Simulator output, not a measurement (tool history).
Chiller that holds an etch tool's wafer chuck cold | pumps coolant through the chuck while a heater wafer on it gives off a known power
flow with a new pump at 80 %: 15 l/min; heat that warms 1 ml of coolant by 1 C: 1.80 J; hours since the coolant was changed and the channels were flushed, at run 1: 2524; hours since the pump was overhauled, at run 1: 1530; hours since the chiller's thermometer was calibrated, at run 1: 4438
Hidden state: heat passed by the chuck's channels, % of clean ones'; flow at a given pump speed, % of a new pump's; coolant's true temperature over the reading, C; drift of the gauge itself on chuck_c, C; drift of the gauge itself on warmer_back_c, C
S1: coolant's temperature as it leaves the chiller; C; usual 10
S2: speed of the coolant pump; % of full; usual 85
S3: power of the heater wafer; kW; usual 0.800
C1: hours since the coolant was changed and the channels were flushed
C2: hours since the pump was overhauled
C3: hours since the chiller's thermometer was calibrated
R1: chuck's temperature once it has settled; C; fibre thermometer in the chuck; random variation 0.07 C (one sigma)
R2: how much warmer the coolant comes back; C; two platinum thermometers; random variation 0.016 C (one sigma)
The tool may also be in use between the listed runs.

Run 1, hour 0.0: usual settings; C1 2524; C2 1530; C3 4438. Result: R1 15.04 C, R2 1.68 C.
Run 2, hour 35.4: usual settings but S2 78 % of full; C1 2560; C2 1566; C3 4474. Result: R1 15.10 C, R2 1.83 C.
Run 3, hour 76.7: usual settings but S2 78 % of full; C1 2601; C2 1607; C3 4515. Result: R1 15.19 C, R2 1.84 C.
Run 4, hour 106.3: usual settings but S3 0.727 kW; C1 2631; C2 1636; C3 4545. Result: R1 14.54 C, R2 1.57 C.
Run 5, hour 173.2: usual settings but S3 0.727 kW; C1 2698; C2 1703; C3 4612. Result: R1 14.49 C, R2 1.58 C.
Run 6, hour 239.7: usual settings but S3 0.727 kW; C1 2764; C2 1770; C3 4678. Result: R1 14.47 C, R2 1.59 C.
Run 7, hour 282.6: usual settings; C1 2807; C2 1813; C3 4721. Result: R1 15.01 C, R2 1.78 C.
Run 8, hour 343.0: usual settings; C1 2867; C2 1873; C3 4781. Result: R1 15.16 C, R2 1.80 C.
Run 9, hour 389.9: usual settings; C1 2914; C2 1920; C3 4828. Result: R1 14.98 C, R2 1.81 C.
Run 10, hour 421.3: usual settings; C1 2946; C2 1951; C3 4860. Result: R1 14.97 C, R2 1.80 C.
Run 11, hour 474.3: usual settings; C1 2999; C2 2005; C3 4913. Result: R1 14.83 C, R2 1.82 C.
Run 12, hour 503.0: usual settings but S1 16 C; C1 3027; C2 2033; C3 4941. Result: R1 20.92 C, R2 1.86 C.
Run 13, hour 548.0: usual settings but S1 16 C; C1 3072; C2 2078; C3 4986. Result: R1 20.89 C, R2 1.85 C.
Run 14, hour 591.9: usual settings but S1 16 C; C1 3116; C2 2122; C3 5030. Result: R1 20.94 C, R2 1.88 C.
Run 15, hour 650.7: usual settings but S1 7 C; C1 3175; C2 2181; C3 5089. Result: R1 12.07 C, R2 1.91 C.
Run 16, hour 681.4: usual settings but S3 0.597 kW; C1 3206; C2 2212; C3 5120. Result: R1 13.80 C, R2 1.47 C.
At hour 695.8: chiller's thermometer calibrated.
Run 17, hour 720.3: usual settings but S1 1 C, S2 96 % of full, S3 0.747 kW; C1 3244; C2 2250; C3 24. Result: R1 5.35 C, R2 1.61 C.
Run 18, hour 773.9: usual settings but S1 11 C, S2 98 % of full, S3 0.652 kW; C1 3297; C2 2303; C3 78. Result: R1 14.76 C, R2 1.43 C.
Run 19, hour 829.2: usual settings but S1 16 C, S2 76 % of full, S3 0.983 kW; C1 3353; C2 2358; C3 133. Result: R1 22.47 C, R2 2.58 C.
Run 20, hour 885.8: usual settings but S2 97 % of full; C1 3409; C2 2415; C3 190. Result: R1 14.74 C, R2 1.74 C.
Run 21, hour 923.1: usual settings but S1 5 C, S2 64 % of full, S3 0.550 kW; C1 3446; C2 2452; C3 227. Result: R1 8.94 C, R2 1.84 C.
Run 22, hour 951.9: usual settings but S1 5 C, S2 64 % of full, S3 0.550 kW; C1 3475; C2 2481; C3 256. Result: R1 9.01 C, R2 1.84 C.
Run 23, hour 996.4: usual settings but S1 5 C, S2 98 % of full, S3 1.118 kW; C1 3520; C2 2526; C3 301. Result: R1 11.43 C, R2 2.37 C.
Run 24, hour 1050.6: usual settings but S2 67 % of full, S3 0.481 kW; C1 3574; C2 2580; C3 355. Result: R1 13.42 C, R2 1.62 C.
Run 25, hour 1109.5: usual settings but S1 0 C, S3 0.683 kW; C1 3633; C2 2639; C3 414. Result: R1 4.28 C, R2 1.81 C.
Run 26, hour 1139.1: usual settings but S1 0 C, S3 0.757 kW; C1 3662; C2 2668; C3 443. Result: R1 4.78 C, R2 1.95 C.
Run 27, hour 1173.4: usual settings but S1 15 C, S3 1.061 kW; C1 3697; C2 2703; C3 478. Result: R1 21.68 C, R2 2.60 C.
Run 28, hour 1237.2: usual settings but S1 15 C, S3 1.061 kW; C1 3761; C2 2766; C3 541. Result: R1 21.70 C, R2 2.65 C.
Run 29, hour 1264.8: usual settings but S1 7 C, S2 60 % of full, S3 0.542 kW; C1 3788; C2 2794; C3 569. Result: R1 11.19 C, R2 2.01 C.
Run 30, hour 1309.1: usual settings but S1 14 C, S2 89 % of full, S3 0.998 kW; C1 3833; C2 2838; C3 613. Result: R1 20.07 C, R2 2.43 C.
Run 31, hour 1363.6: usual settings but S1 14 C, S2 67 % of full, S3 0.557 kW; C1 3887; C2 2893; C3 668. Result: R1 18.15 C, R2 1.92 C.

Forecast each of these 3 alternatives for the next run:
Run A, hour 1418.3: usual settings but S1 4 C; C1 3942; C2 2948; C3 722. Result: R1 ?, R2 ?.
Run B, hour 1418.3: usual settings but S3 0.876 kW; C1 3942; C2 2948; C3 722. Result: R1 ?, R2 ?.
Run C, hour 1418.3: usual settings but S1 3 C, S2 80 % of full, S3 1.032 kW; C1 3942; C2 2948; C3 722. Result: R1 ?, R2 ?.

run     R1    R2
  A   9.02  2.16
  B  15.42  2.30
  C   9.66  2.75
Without the tool's hidden state the same runs would have given:
run     R1    R2
  A   9.00  1.68
  B  15.40  1.83
  C   9.64  2.27
